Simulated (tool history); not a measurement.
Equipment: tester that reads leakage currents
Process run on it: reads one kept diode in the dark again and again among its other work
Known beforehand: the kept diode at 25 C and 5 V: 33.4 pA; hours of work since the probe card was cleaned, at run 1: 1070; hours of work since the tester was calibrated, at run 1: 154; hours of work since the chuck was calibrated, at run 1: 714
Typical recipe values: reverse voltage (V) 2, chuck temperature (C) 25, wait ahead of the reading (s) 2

run    hour  reverse voltage (V)  chuck temperature (C)  wait ahead of the reading (s)  hours of work since the probe card was cleaned  hours of work since the tester was calibrated  hours of work since the chuck was calibrated  current that the tester gives (pA)
  1       0                    2                     25                              2                                            1070                                            154                                           714                               20.71
  2    86.6                    2                     25                              2                                            1120                                            205                                           764                               20.66
  3   129.9                    2                     25                              2                                            1145                                            230                                           789                               20.82
  4   187.3                    2                     25                              2                                            1179                                            263                                           823                                20.6
  5   258.1                    2                     25                              2                                            1220                                            304                                           864                               20.82
  6     294                    2                     25                              2                                            1240                                            325                                           885                               20.51
  7   382.5                    2                     45                              2                                            1292                                            377                                           936                               88.66
  8     429                    2                     25                           0.85                                            1319                                            404                                           963                               20.78
  9     492                    2                     25                           1.31                                            1355                                            440                                          1000                               20.66
 10   574.8                    2                     22                           1.31                                            1404                                            488                                          1048                               16.32
 11   625.3                    2                     22                           1.31                                            1433                                            518                                          1077                               16.33
 12   673.1                    2                     25                              2                                            1461                                            545                                          1105                               20.38
        705  -- probe card cleaned and baked
 13   763.7                    2                     25                              2                                              34                                            596                                          1156                               20.77
 14   839.1                    2                     25                              2                                              78                                            640                                          1200                               20.54
 15   876.9                    2                     25                              2                                             100                                            662                                          1221                               20.67
 16   935.3                 1.63                     25                              2                                             134                                            696                                          1255                               18.49
 17   989.3                 1.63                     25                              2                                             165                                            727                                          1287                               18.36
 18  1028.2                 1.63                     25                              2                                             188                                            750                                          1309                               18.54
 19  1085.3                 1.63                     25                              2                                             221                                            783                                          1343                               18.53
 20  1137.9                    2                     25                           2.41                                             251                                            814                                          1373                               20.65
     1169.7  -- probe card cleaned and baked, once more
 21  1200.9                    2                     25                           2.41                                              18                                            849                                          1408                               19.05
 22  1268.9                19.82                     53                            0.7                                              58                                            888                                          1447                              470.52
 23  1324.1                19.82                     53                            0.7                                              90                                            920                                          1480                              468.58
 24  1402.1                 3.53                     21                           4.68                                             135                                            965                                          1525                               18.64

Predict the results of run 25:
 25  1467.9                    2                     25                           8.12                                             173                                           1004                                          1563                                   ?

Run 25 produced current that the tester gives (pA) 18.98.
With no hidden state in the tool, this same run would have given current that the tester gives (pA) 21.09.

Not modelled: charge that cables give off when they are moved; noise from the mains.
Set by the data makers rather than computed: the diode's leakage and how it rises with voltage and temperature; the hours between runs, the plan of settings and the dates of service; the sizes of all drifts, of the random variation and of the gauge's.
